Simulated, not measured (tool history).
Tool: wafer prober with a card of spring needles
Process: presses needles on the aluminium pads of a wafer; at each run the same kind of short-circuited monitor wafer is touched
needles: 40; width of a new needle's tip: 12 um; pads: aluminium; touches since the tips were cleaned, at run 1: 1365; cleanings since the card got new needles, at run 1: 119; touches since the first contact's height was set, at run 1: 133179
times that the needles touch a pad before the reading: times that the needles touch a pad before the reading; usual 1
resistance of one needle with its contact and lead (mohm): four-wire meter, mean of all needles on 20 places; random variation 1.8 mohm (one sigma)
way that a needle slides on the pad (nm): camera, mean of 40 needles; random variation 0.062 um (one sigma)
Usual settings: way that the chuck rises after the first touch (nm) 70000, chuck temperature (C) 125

run	hour	way that the chuck rises after the first touch (nm)	chuck temperature (C)	times that the needles touch a pad before the reading	touches since the tips were cleaned	cleanings since the card got new needles	touches since the first contact's height was set	resistance of one needle with its contact and lead (mohm)	way that a needle slides on the pad (nm)
1	0	70000	125	1	1365	119	133179	195	16460
# hour 3.1: height of the first contact set anew
# hour 8.6: tips cleaned on abrasive film
# hour 21: tips cleaned on abrasive film
# hour 32.4: tips cleaned on abrasive film
2	36.1	70000	125	1	1628	122	14625	191	16360
# hour 43.6: tips cleaned on abrasive film
# hour 56.6: tips cleaned on abrasive film
3	61.7	70000	125	1	2280	124	25998	189	16420
# hour 68.8: tips cleaned on abrasive film
# hour 80.6: tips cleaned on abrasive film
# hour 92.2: tips cleaned on abrasive film
4	92.2	70000	125	1	0	127	39502	190	16490
# hour 105.1: tips cleaned on abrasive film
# hour 117.6: tips cleaned on abrasive film
5	123.6	70000	125	1	2706	129	53485	188	16380
# hour 129.2: tips cleaned on abrasive film
# hour 140.3: tips cleaned on abrasive film
6	150.7	70000	125	1	4617	131	65492	193	16290
# hour 152.8: tips cleaned on abrasive film
# hour 166: tips cleaned on abrasive film
7	176.4	70000	125	1	4627	133	76901	189	16390
# hour 178.7: tips cleaned on abrasive film
# hour 190.4: tips cleaned on abrasive film
8	198.2	70000	125	1	3481	135	86551	188	16360
# hour 203.8: tips cleaned on abrasive film
# hour 216.4: tips cleaned on abrasive film
# hour 227.9: tips cleaned on abrasive film
9	230.1	70000	125	1	967	138	100692	189	16380
# hour 239: tips cleaned on abrasive film
# hour 251.5: tips cleaned on abrasive film
# hour 262.7: tips cleaned on abrasive film
10	262.7	70000	66	1	0	141	115144	174	16320
# hour 274.8: tips cleaned on abrasive film
11	280.3	70000	66	1	2477	142	122988	178	16270
# hour 288.3: tips cleaned on abrasive film
12	298.8	70000	66	1	4695	143	131205	177	16390
# hour 300.7: tips cleaned on abrasive film
# hour 306.5: height of the first contact set anew
# hour 313.5: tips cleaned on abrasive film
# hour 325.9: tips cleaned on abrasive film
13	331.2	70000	66	1	2354	146	10949	175	16380
# hour 338.3: tips cleaned on abrasive film
# hour 350: tips cleaned on abrasive film
14	357.3	70000	66	1	3268	148	22520	176	16330
# hour 361.9: tips cleaned on abrasive film
# hour 374.1: tips cleaned on abrasive film
15	380.7	70000	66	1	2945	150	32915	178	16380
# hour 386.3: tips cleaned on abrasive film
# hour 397.9: tips cleaned on abrasive film
16	404.6	70000	66	1	3033	152	43530	174	16240
# hour 410.7: tips cleaned on abrasive film
# hour 422.8: tips cleaned on abrasive film
17	430.3	70000	66	1	3381	154	54928	179	16200
# hour 435: tips cleaned on abrasive film
# hour 446.3: tips cleaned on abrasive film
18	452.2	70000	34	2	2615	156	64623	169	16220
# hour 459.6: tips cleaned on abrasive film
19	469.4	73000	42	1	4394	157	72274	171	17040
# hour 472.3: tips cleaned on abrasive film
# hour 484.6: tips cleaned on abrasive film
20	493.6	73000	42	1	4020	159	82997	175	17040
# hour 496.4: tips cleaned on abrasive film
# hour 509.1: tips cleaned on abrasive film
# hour 520.3: tips cleaned on abrasive film
21	520.6	73000	64	2	135	162	94958	177	16890
# hour 532: tips cleaned on abrasive film
# hour 544.2: tips cleaned on abrasive film
# hour 557.2: tips cleaned on abrasive film
22	557.2	89000	35	1	0	165	111167	169	20810
# hour 569.4: tips cleaned on abrasive film
23	575.3	89000	59	1	2658	166	119252	175	20650
# hour 582.9: tips cleaned on abrasive film
# hour 594.9: tips cleaned on abrasive film
24	598.2	83000	125	1	1460	168	129395	185	19260
# hour 608.5: tips cleaned on abrasive film
# hour 611.5: height of the first contact set anew
25	618.9	83000	125	1	4522	169	3290	191	19320
# hour 620.8: tips cleaned on abrasive film
# hour 632.8: tips cleaned on abrasive film
26	635.5	56000	78	1	1222	171	10656	184	13030
# hour 646.5: tips cleaned on abrasive film
# hour 659.1: tips cleaned on abrasive film
27	669.3	70000	52	2	4537	173	25661	176	16290
# hour 672.1: tips cleaned on abrasive film
# hour 685.1: tips cleaned on abrasive film
28	686.5	70000	52	2	626	175	33253	175	16220
# hour 696.9: tips cleaned on abrasive film
# hour 710.5: tips cleaned on abrasive film
# hour 721.8: tips cleaned on abrasive film
29	721.8	70000	52	2	0	178	48916	173	16220

5 ways to go on from here, each from the tool as it stands after run 29. What would each give?
# hour 734.1: tips cleaned on abrasive film
# hour 745.4: tips cleaned on abrasive film
A	745.4	51000	52	2	0	180	59414	?	?
# hour 734.1: tips cleaned on abrasive film
# hour 745.4: tips cleaned on abrasive film
B	745.4	70000	28	2	0	180	59414	?	?
# hour 734.1: tips cleaned on abrasive film
# hour 745.4: tips cleaned on abrasive film
C	745.4	89000	66	2	0	180	59414	?	?
# hour 734.1: tips cleaned on abrasive film
# hour 745.4: tips cleaned on abrasive film
D	745.4	51000	87	2	0	180	59414	?	?
# hour 734.1: tips cleaned on abrasive film
# hour 745.4: tips cleaned on abrasive film
E	745.4	75000	55	3	0	180	59414	?	?

run	resistance of one needle with its contact and lead (mohm)	way that a needle slides on the pad (nm)
A	180	11770
B	170	16200
C	176	20620
D	185	11770
E	172	17370
Without the tool's hidden state the same runs would have given:
run	resistance of one needle with its contact and lead (mohm)	way that a needle slides on the pad (nm)
A	180	11970
B	170	16470
C	176	20960
D	185	11960
E	172	17660
